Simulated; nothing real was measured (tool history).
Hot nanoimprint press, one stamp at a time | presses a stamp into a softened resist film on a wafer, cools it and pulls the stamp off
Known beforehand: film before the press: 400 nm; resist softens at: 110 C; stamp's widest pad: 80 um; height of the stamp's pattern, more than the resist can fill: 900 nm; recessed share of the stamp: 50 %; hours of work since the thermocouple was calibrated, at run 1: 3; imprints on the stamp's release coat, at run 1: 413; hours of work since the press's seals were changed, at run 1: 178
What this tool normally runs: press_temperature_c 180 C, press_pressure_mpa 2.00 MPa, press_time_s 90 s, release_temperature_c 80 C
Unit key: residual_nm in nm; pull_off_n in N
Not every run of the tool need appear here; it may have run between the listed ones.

| run | hour | press_temperature_c | press_pressure_mpa | press_time_s | release_temperature_c | hours of work since the thermocouple was calibrated | imprints on the stamp's release coat | hours of work since the press's seals were changed | residual_nm | pull_off_n |
|---|---|---|---|---|---|---|---|---|---|---|
| 1 | 0.0 | 180 | 2.00 | 90 | 80 | 3 | 413 | 178 | 185.9 | 212 |
| 2 | 29.5 | 180 | 2.00 | 90 | 80 | 16 | 491 | 190 | 185.3 | 221 |
| 3 | 46.4 | 180 | 2.00 | 90 | 80 | 23 | 535 | 197 | 184.9 | 221 |
| 4 | 63.9 | 180 | 2.00 | 90 | 73 | 30 | 581 | 205 | 186.1 | 225 |
| 5 | 91.4 | 191 | 2.00 | 90 | 73 | 42 | 654 | 216 | 130.3 | 223 |
| 6 | 121.1 | 191 | 2.00 | 90 | 73 | 54 | 732 | 229 | 130.2 | 224 |
| 7 | 152.0 | 191 | 2.00 | 90 | 73 | 67 | 813 | 242 | 130.4 | 232 |
| 8 | 179.1 | 191 | 2.00 | 90 | 73 | 79 | 885 | 253 | 131.1 | 234 |
| 9 | 201.2 | 190 | 1.43 | 90 | 80 | 88 | 943 | 263 | 163.9 | 226 |
| 10 | 219.3 | 180 | 1.24 | 49 | 80 | 96 | 990 | 270 | 277.9 | 236 |
| 11 | 239.6 | 180 | 1.50 | 86 | 86 | 104 | 1044 | 279 | 220.1 | 223 |
| 12 | 255.8 | 180 | 1.50 | 86 | 86 | 111 | 1086 | 285 | 221.2 | 229 |
| 13 | 282.1 | 178 | 2.80 | 90 | 80 | 122 | 1156 | 297 | 167.8 | 233 |
| 14 | 312.5 | 180 | 2.46 | 122 | 80 | 135 | 1236 | 309 | 151.3 | 231 |
| 15 | 329.3 | 184 | 2.05 | 90 | 68 | 142 | 1280 | 316 | 162.3 | 246 |

5 ways to go on from here, each from the tool as it stands after run 15. What would each give?
| A | 361.0 | 178 | 2.05 | 84 | 68 | 155 | 1363 | 330 | ? | ? |
| B | 361.0 | 180 | 1.49 | 103 | 81 | 155 | 1363 | 330 | ? | ? |
| C | 361.0 | 169 | 2.28 | 90 | 68 | 155 | 1363 | 330 | ? | ? |
| D | 361.0 | 189 | 2.05 | 66 | 68 | 155 | 1363 | 330 | ? | ? |
| E | 361.0 | 183 | 1.26 | 90 | 80 | 155 | 1363 | 330 | ? | ? |

| run | residual_nm | pull_off_n |
|---|---|---|
| A | 202.8 | 260 |
| B | 211.2 | 235 |
| C | 254.6 | 257 |
| D | 154.0 | 254 |
| E | 216.8 | 239 |
The same runs, with their run-to-run variation unchanged, on a tool lacking any hidden condition would have given:
| run | residual_nm | pull_off_n |
|---|---|---|
| A | 196.9 | 227 |
| B | 206.1 | 206 |
| C | 247.5 | 225 |
| D | 149.5 | 222 |
| E | 212.2 | 209 |

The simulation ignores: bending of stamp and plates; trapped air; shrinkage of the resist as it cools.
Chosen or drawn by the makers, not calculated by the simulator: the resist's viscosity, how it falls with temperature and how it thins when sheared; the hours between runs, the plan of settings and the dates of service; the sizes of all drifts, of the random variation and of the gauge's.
